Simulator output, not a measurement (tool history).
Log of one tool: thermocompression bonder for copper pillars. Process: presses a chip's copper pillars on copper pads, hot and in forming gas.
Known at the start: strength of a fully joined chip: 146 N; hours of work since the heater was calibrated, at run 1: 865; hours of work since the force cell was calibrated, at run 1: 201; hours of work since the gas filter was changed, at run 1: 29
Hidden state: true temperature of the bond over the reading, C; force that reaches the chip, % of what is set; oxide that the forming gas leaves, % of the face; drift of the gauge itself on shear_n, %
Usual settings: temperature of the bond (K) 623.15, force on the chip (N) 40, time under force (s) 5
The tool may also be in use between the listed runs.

| run | hour | temperature of the bond (K) | force on the chip (N) | time under force (s) | hours of work since the heater was calibrated | hours of work since the force cell was calibrated | hours of work since the gas filter was changed | force that shears a chip off (N) |
|---|---|---|---|---|---|---|---|---|
| 1 | 0.0 | 623.15 | 40 | 5 | 865 | 201 | 29 | 88.5 |
| 2 | 16.5 | 623.15 | 40 | 5 | 872 | 209 | 36 | 89.0 |
| 3 | 28.8 | 623.15 | 40 | 5 | 878 | 214 | 41 | 87.2 |
| 4 | 38.9 | 623.15 | 40 | 5 | 882 | 219 | 46 | 89.1 |
| 5 | 51.0 | 623.15 | 40 | 15 | 888 | 224 | 51 | 116.9 |
| 6 | 62.8 | 623.15 | 40 | 15 | 893 | 229 | 57 | 115.4 |
| 7 | 72.7 | 610.15 | 36 | 6 | 897 | 234 | 61 | 75.0 |
| 8 | 80.8 | 642.15 | 40 | 5 | 901 | 237 | 65 | 104.5 |
| 9 | 95.6 | 642.15 | 40 | 5 | 907 | 244 | 71 | 104.0 |
| 10 | 108.9 | 642.15 | 40 | 5 | 913 | 250 | 77 | 104.0 |
| 11 | 117.3 | 642.15 | 40 | 5 | 917 | 254 | 81 | 103.8 |

3 ways to go on from here, each from the tool as it stands after run 11. What would each give?
| A | 133.3 | 649.15 | 31 | 4 | 924 | 261 | 88 | ? |
| B | 133.3 | 623.15 | 38 | 12 | 924 | 261 | 88 | ? |
| C | 133.3 | 602.15 | 28 | 11 | 924 | 261 | 88 | ? |

| run | force that shears a chip off (N) |
|---|---|
| A | 83.1 |
| B | 108.2 |
| C | 65.1 |
Without the tool's hidden state the same runs would have given:
| run | force that shears a chip off (N) |
|---|---|
| A | 83.4 |
| B | 108.4 |
| C | 65.3 |

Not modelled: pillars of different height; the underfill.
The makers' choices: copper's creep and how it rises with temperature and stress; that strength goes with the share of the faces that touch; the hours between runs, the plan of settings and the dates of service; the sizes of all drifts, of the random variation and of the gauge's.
